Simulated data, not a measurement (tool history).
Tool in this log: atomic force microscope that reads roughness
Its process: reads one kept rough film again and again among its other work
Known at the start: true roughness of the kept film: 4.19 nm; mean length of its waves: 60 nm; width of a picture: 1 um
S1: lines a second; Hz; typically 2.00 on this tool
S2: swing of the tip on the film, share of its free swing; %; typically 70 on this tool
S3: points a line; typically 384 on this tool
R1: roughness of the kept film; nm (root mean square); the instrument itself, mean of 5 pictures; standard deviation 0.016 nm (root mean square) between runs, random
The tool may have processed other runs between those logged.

| run | hour | S1 | S2 | S3 | R1 |
|---|---|---|---|---|---|
| 1 | 0.0 | 2.00 | 70 | 384 | 3.510 |
| 2 | 8.3 | 0.78 | 70 | 384 | 3.666 |
| 3 | 18.1 | 2.00 | 70 | 384 | 3.485 |
| 4 | 28.8 | 2.00 | 70 | 384 | 3.465 |
| 5 | 36.4 | 2.00 | 70 | 384 | 3.500 |
| 6 | 42.5 | 2.00 | 70 | 384 | 3.458 |
| 7 | 56.3 | 2.00 | 70 | 384 | 3.719 |
| 8 | 63.1 | 2.00 | 70 | 384 | 3.705 |
| 9 | 69.3 | 2.00 | 70 | 384 | 3.717 |
| 10 | 80.9 | 2.00 | 57 | 384 | 3.849 |
| 11 | 88.7 | 2.00 | 70 | 384 | 3.676 |
| 12 | 99.1 | 2.00 | 70 | 384 | 3.657 |
| 13 | 111.8 | 2.00 | 70 | 384 | 3.602 |
| 14 | 118.6 | 2.00 | 70 | 384 | 3.631 |
| 15 | 129.8 | 2.00 | 69 | 384 | 3.631 |
| 16 | 142.5 | 3.35 | 72 | 293 | 3.365 |
| 17 | 149.8 | 3.35 | 78 | 436 | 3.207 |
| 18 | 156.5 | 2.00 | 86 | 624 | 3.267 |
| 19 | 167.8 | 0.90 | 70 | 335 | 3.696 |
| 20 | 178.7 | 0.90 | 70 | 335 | 3.684 |
| 21 | 189.0 | 0.90 | 70 | 335 | 3.683 |
| 22 | 199.3 | 3.47 | 70 | 707 | 3.341 |
| 23 | 208.7 | 2.07 | 78 | 527 | 3.351 |
| 24 | 219.4 | 1.74 | 77 | 384 | 3.452 |
| 25 | 230.4 | 1.22 | 77 | 293 | 3.516 |
| 26 | 240.8 | 1.22 | 77 | 293 | 3.482 |
| 27 | 249.5 | 1.14 | 70 | 384 | 3.573 |
| 28 | 262.6 | 1.14 | 70 | 384 | 3.854 |
| 29 | 273.1 | 1.14 | 70 | 384 | 3.820 |
| 30 | 281.1 | 3.22 | 64 | 384 | 3.636 |

Taken out of this log: 2 entries between the listed runs. Where each belongs, and how the hidden state differs across it:
Run 6 -> run 7: new tip fitted (hour 45.8)
  radius of the tip, nm: 25.2 -> 8.4; height scale over the true one, %: -0.18 -> -0.19
  what was measured, less what the result would be without the hidden state, R1: -0.288 -> -0.030 nm (root mean square)
Run 27 -> run 28: new tip fitted (hour 255.4)
  radius of the tip, nm: 25.4 -> 7.8
  what was measured, less what the result would be without the hidden state, R1: -0.303 -> -0.024 nm (root mean square)
